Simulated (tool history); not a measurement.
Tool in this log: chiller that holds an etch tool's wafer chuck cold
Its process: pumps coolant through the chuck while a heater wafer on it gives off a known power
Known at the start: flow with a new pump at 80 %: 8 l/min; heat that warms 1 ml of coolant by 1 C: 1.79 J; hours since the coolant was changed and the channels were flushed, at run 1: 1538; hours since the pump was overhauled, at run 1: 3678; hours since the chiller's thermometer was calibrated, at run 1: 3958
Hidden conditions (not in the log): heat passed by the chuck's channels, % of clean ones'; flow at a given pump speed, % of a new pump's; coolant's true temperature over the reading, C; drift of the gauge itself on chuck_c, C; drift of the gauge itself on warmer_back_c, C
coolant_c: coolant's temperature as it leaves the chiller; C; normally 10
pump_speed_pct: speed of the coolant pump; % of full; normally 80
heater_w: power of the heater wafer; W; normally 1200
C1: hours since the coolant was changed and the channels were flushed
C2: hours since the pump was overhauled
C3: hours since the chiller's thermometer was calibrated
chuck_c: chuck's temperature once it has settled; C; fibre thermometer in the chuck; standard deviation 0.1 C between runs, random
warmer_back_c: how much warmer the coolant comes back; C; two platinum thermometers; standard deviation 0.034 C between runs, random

{"run": 1, "hour": 0.0, "coolant_c": 10, "pump_speed_pct": 80, "heater_w": 1200, "C1": 1538, "C2": 3678, "C3": 3958, "chuck_c": 19.7, "warmer_back_c": 5.09}
{"run": 2, "hour": 160.0, "coolant_c": 10, "pump_speed_pct": 80, "heater_w": 1200, "C1": 1698, "C2": 3838, "C3": 4118, "chuck_c": 19.7, "warmer_back_c": 5.05}
{"hour": 174.4, "done": "chiller's thermometer calibrated"}
{"run": 3, "hour": 295.5, "coolant_c": 10, "pump_speed_pct": 80, "heater_w": 1200, "C1": 1832, "C2": 3972, "C3": 121, "chuck_c": 19.5, "warmer_back_c": 5.06}
{"run": 4, "hour": 393.6, "coolant_c": 10, "pump_speed_pct": 80, "heater_w": 1200, "C1": 1930, "C2": 4070, "C3": 219, "chuck_c": 19.8, "warmer_back_c": 5.06}
{"run": 5, "hour": 529.3, "coolant_c": 10, "pump_speed_pct": 80, "heater_w": 1200, "C1": 2066, "C2": 4206, "C3": 355, "chuck_c": 19.8, "warmer_back_c": 5.03}
{"hour": 628.3, "done": "coolant pump overhauled"}
{"run": 6, "hour": 648.0, "coolant_c": 10, "pump_speed_pct": 80, "heater_w": 1374, "C1": 2180, "C2": 20, "C3": 469, "chuck_c": 21, "warmer_back_c": 5.77}
{"run": 7, "hour": 817.0, "coolant_c": 10, "pump_speed_pct": 80, "heater_w": 1374, "C1": 2349, "C2": 189, "C3": 638, "chuck_c": 21.1, "warmer_back_c": 5.8}
{"run": 8, "hour": 1012.3, "coolant_c": 4, "pump_speed_pct": 67, "heater_w": 748, "C1": 2544, "C2": 384, "C3": 833, "chuck_c": 10.8, "warmer_back_c": 3.83}
{"run": 9, "hour": 1101.4, "coolant_c": 13, "pump_speed_pct": 80, "heater_w": 1200, "C1": 2633, "C2": 473, "C3": 922, "chuck_c": 22.7, "warmer_back_c": 5.05}
{"run": 10, "hour": 1314.2, "coolant_c": 13, "pump_speed_pct": 80, "heater_w": 1200, "C1": 2846, "C2": 686, "C3": 1135, "chuck_c": 22.9, "warmer_back_c": 4.99}
{"run": 11, "hour": 1490.2, "coolant_c": 8, "pump_speed_pct": 83, "heater_w": 1724, "C1": 3022, "C2": 862, "C3": 1311, "chuck_c": 21.8, "warmer_back_c": 6.99}
{"run": 12, "hour": 1666.2, "coolant_c": 18, "pump_speed_pct": 80, "heater_w": 1797, "C1": 3198, "C2": 1038, "C3": 1487, "chuck_c": 32.5, "warmer_back_c": 7.52}
{"run": 13, "hour": 1808.9, "coolant_c": 2, "pump_speed_pct": 80, "heater_w": 1797, "C1": 3341, "C2": 1181, "C3": 1630, "chuck_c": 16.6, "warmer_back_c": 7.53}

Alternative continuations, all from the tool just after run 13; predict every row:
{"run": "A", "hour": 1943.6, "coolant_c": 10, "pump_speed_pct": 63, "heater_w": 1200, "C1": 3475, "C2": 1315, "C3": 1764, "chuck_c": "?", "warmer_back_c": "?"}
{"run": "B", "hour": 1943.6, "coolant_c": 4, "pump_speed_pct": 80, "heater_w": 1111, "C1": 3475, "C2": 1315, "C3": 1764, "chuck_c": "?", "warmer_back_c": "?"}
{"run": "C", "hour": 1943.6, "coolant_c": 2, "pump_speed_pct": 80, "heater_w": 1635, "C1": 3475, "C2": 1315, "C3": 1764, "chuck_c": "?", "warmer_back_c": "?"}
{"run": "D", "hour": 1943.6, "coolant_c": 8, "pump_speed_pct": 80, "heater_w": 1200, "C1": 3475, "C2": 1315, "C3": 1764, "chuck_c": "?", "warmer_back_c": "?"}
{"run": "E", "hour": 1943.6, "coolant_c": 2, "pump_speed_pct": 67, "heater_w": 1674, "C1": 3475, "C2": 1315, "C3": 1764, "chuck_c": "?", "warmer_back_c": "?"}

run=A chuck_c=21.5 warmer_back_c=6.6
run=B chuck_c=13.1 warmer_back_c=4.68
run=C chuck_c=15.2 warmer_back_c=6.89
run=D chuck_c=17.7 warmer_back_c=5.06
run=E chuck_c=17.1 warmer_back_c=8.54
With no hidden state in the tool, these same runs would have given:
run=A chuck_c=21.5 warmer_back_c=6.6
run=B chuck_c=13 warmer_back_c=4.68
run=C chuck_c=15.2 warmer_back_c=6.88
run=D chuck_c=17.6 warmer_back_c=5.05
run=E chuck_c=17.1 warmer_back_c=8.53

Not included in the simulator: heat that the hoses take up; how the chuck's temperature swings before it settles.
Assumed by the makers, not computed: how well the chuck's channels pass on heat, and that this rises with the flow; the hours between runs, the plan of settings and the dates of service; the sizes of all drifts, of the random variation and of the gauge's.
